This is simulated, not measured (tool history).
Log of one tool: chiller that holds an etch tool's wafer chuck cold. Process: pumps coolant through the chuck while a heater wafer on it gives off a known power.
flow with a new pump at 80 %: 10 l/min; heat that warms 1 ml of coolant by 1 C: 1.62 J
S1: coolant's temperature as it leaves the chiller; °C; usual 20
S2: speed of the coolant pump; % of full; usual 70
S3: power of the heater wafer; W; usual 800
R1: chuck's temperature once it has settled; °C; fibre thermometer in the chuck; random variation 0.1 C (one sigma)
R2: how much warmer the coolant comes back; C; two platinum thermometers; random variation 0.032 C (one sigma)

{"run": 1, "hour": 0.0, "S1": 20, "S2": 70, "S3": 800, "R1": 31.2, "R2": 3.42}
{"run": 2, "hour": 108.4, "S1": 20, "S2": 70, "S3": 473, "R1": 26.9, "R2": 2.06}
{"run": 3, "hour": 188.3, "S1": 20, "S2": 70, "S3": 473, "R1": 26.8, "R2": 2.04}
{"run": 4, "hour": 254.7, "S1": 20, "S2": 70, "S3": 473, "R1": 27.1, "R2": 2.01}
{"run": 5, "hour": 322.0, "S1": 20, "S2": 70, "S3": 473, "R1": 26.9, "R2": 2.02}
{"run": 6, "hour": 392.6, "S1": 20, "S2": 70, "S3": 473, "R1": 26.9, "R2": 2.07}
{"run": 7, "hour": 504.4, "S1": 11, "S2": 70, "S3": 800, "R1": 22.5, "R2": 3.44}
{"run": 8, "hour": 564.7, "S1": 20, "S2": 70, "S3": 800, "R1": 31.6, "R2": 3.44}
{"hour": 627.0, "done": "chiller's thermometer calibrated"}
{"run": 9, "hour": 651.7, "S1": 20, "S2": 70, "S3": 800, "R1": 30.6, "R2": 3.38}
{"run": 10, "hour": 753.8, "S1": 20, "S2": 70, "S3": 800, "R1": 31, "R2": 3.47}
{"run": 11, "hour": 851.5, "S1": 20, "S2": 70, "S3": 800, "R1": 31.1, "R2": 3.48}
{"run": 12, "hour": 920.0, "S1": 20, "S2": 70, "S3": 800, "R1": 31, "R2": 3.41}
{"run": 13, "hour": 1009.1, "S1": 20, "S2": 70, "S3": 800, "R1": 31, "R2": 3.49}
{"run": 14, "hour": 1085.3, "S1": 13, "S2": 70, "S3": 800, "R1": 23.9, "R2": 3.48}
{"run": 15, "hour": 1198.0, "S1": 20, "S2": 72, "S3": 800, "R1": 31, "R2": 3.37}
{"hour": 1289.5, "done": "coolant changed, channels flushed"}
{"run": 16, "hour": 1322.1, "S1": 29, "S2": 65, "S3": 848, "R1": 40, "R2": 3.96}
{"run": 17, "hour": 1415.4, "S1": 29, "S2": 65, "S3": 848, "R1": 39.9, "R2": 3.91}
{"run": 18, "hour": 1527.9, "S1": 29, "S2": 65, "S3": 531, "R1": 36, "R2": 2.5}
{"run": 19, "hour": 1619.0, "S1": 30, "S2": 77, "S3": 989, "R1": 41.9, "R2": 3.91}
{"run": 20, "hour": 1704.6, "S1": 14, "S2": 70, "S3": 454, "R1": 19.7, "R2": 2.01}
{"run": 21, "hour": 1816.0, "S1": 13, "S2": 98, "S3": 454, "R1": 17.9, "R2": 1.43}
{"run": 22, "hour": 1909.0, "S1": 19, "S2": 86, "S3": 579, "R1": 25.7, "R2": 2.05}
{"run": 23, "hour": 2007.7, "S1": 19, "S2": 86, "S3": 579, "R1": 25.7, "R2": 2.03}
{"run": 24, "hour": 2084.5, "S1": 11, "S2": 86, "S3": 631, "R1": 18.5, "R2": 2.3}

Forecast each of these 5 alternatives for the next run:
{"run": "A", "hour": 2176.8, "S1": 22, "S2": 86, "S3": 1071, "R1": "?", "R2": "?"}
{"run": "B", "hour": 2176.8, "S1": 14, "S2": 83, "S3": 492, "R1": "?", "R2": "?"}
{"run": "C", "hour": 2176.8, "S1": 13, "S2": 70, "S3": 800, "R1": "?", "R2": "?"}
{"run": "D", "hour": 2176.8, "S1": 10, "S2": 86, "S3": 631, "R1": "?", "R2": "?"}
{"run": "E", "hour": 2176.8, "S1": 16, "S2": 70, "S3": 884, "R1": "?", "R2": "?"}

run=A R1=34.3 R2=3.85
run=B R1=20.1 R2=1.89
run=C R1=23.4 R2=3.47
run=D R1=17.3 R2=2.26
run=E R1=27.5 R2=3.88
Without the tool's hidden state the same runs would have given:
run=A R1=33.4 R2=3.7
run=B R1=19.5 R2=1.82
run=C R1=22.7 R2=3.33
run=D R1=16.7 R2=2.17
run=E R1=26.6 R2=3.73

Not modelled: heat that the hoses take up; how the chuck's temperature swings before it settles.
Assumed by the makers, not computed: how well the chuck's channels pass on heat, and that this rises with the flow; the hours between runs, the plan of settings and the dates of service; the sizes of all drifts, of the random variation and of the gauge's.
